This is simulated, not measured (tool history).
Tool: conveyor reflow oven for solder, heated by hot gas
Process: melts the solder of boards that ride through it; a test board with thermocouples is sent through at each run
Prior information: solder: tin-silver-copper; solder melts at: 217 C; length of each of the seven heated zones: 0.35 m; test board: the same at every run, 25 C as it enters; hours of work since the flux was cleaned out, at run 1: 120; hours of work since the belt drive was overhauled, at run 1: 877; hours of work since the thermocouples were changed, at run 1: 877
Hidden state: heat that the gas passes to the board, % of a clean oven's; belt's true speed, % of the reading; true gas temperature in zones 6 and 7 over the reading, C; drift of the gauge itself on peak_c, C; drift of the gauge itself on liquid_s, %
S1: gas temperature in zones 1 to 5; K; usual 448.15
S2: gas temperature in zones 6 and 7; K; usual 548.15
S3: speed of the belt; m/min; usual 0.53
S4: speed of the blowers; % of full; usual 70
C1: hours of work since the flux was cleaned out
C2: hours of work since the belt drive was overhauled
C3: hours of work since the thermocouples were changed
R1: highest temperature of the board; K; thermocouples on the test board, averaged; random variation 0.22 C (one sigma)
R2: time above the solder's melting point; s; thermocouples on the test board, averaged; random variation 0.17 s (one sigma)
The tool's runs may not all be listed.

run   hour      S1      S2     S3  S4   C1    C2    C3      R1    R2
  1      0  448.15  548.15   0.53  70  120   877   877  526.35  61.1
  2   29.8  448.15  548.15  0.511  70  143   899   899  528.05  64.6
  3   73.2  448.15  548.15  0.511  70  176   932   932  527.45  64.2
  4   93.5  448.15  548.15  0.511  70  191   948   948  527.15  64.4
  5  127.5  448.15  548.15  0.511  87  217   973   973  531.75  68.5
       160  -- flux residue cleaned out of gas plates and filters
  6  173.6  448.15  548.15   0.53  70   10  1005  1005  525.15  60.2
  7  221.6  448.15  548.15   0.53  70   47  1041  1041  525.45    60
  8  256.5  448.15  553.15   0.53  70   73  1067  1067  529.05  63.2
  9  303.4  448.15  548.15   0.53  77  109  1103  1103  527.05  62.1
 10  332.4  448.15  548.15   0.53  77  131  1125  1125  526.85    62
 11  380.2  448.15  548.15   0.53  77  167  1161  1161  526.45    62
     391.2  -- flux residue cleaned out of gas plates and filters, once more
 12  425.5  448.15  548.15   0.53  77   26  1192  1192  528.95  63.9
 13  456.3  444.15  548.15   0.53  70   49  1215  1215  525.45  59.8
 14  480.5  444.15  548.15   0.53  87   68  1233  1233  530.65  64.3
     513.6  -- thermocouples of zones 6 and 7 changed
     521.8  -- belt drive overhauled, speed set with a stopwatch
 15  528.3  444.15  548.15   0.53  87   99     5     8  531.75  62.8
 16  565.9  455.15  548.15  0.424  70  128    33    37  535.75  86.9
 17  609.8  455.15  548.15  0.485  70  161    67    70  531.65  72.5
 18  646.6  455.15  548.15  0.485  70  189    95    98  531.55  72.7
 19  683.5  436.15  554.15   0.53  70  217   123   126  529.45  57.4
     716.2  -- flux residue cleaned out of gas plates and filters
 20  722.8  436.15  554.15   0.53  70    5   149   152  530.05    58
 21  767.5  448.15  549.15   0.53  62   39   182   186  525.25  58.1
 22  804.5  448.15  542.15   0.53  51   67   211   214  513.95  45.6
 23  846.9  448.15  542.15   0.53  51   99   243   246  513.65  45.4
 24    874  438.15  543.15   0.42  73  120   263   266  529.65  76.4
 25  915.9  438.15  537.15  0.637  73  151   295   298  509.25  31.5

5 ways to go on from here, each from the tool as it stands after run 25. What would each give?
  A  938.7  461.15  560.15   0.53  70  169  312  315   ?   ?
  B  938.7  462.15  537.15  0.637  73  169  312  315   ?   ?
  C  938.7  457.15  548.15   0.53  68  169  312  315   ?   ?
  D  938.7  436.15  537.15  0.637  82  169  312  315   ?   ?
  E  938.7  433.15  537.15  0.637  73  169  312  315   ?   ?

run      R1    R2
  A  539.25    73
  B  515.45  45.6
  C  527.75  64.3
  D  512.05  34.6
  E  507.55  28.6
With the hidden condition removed and each run's random variation left untouched, the same runs would have given:
run      R1    R2
  A  540.55  73.1
  B  516.75  46.4
  C  528.95  64.7
  D  513.55  35.9
  E  508.95    30

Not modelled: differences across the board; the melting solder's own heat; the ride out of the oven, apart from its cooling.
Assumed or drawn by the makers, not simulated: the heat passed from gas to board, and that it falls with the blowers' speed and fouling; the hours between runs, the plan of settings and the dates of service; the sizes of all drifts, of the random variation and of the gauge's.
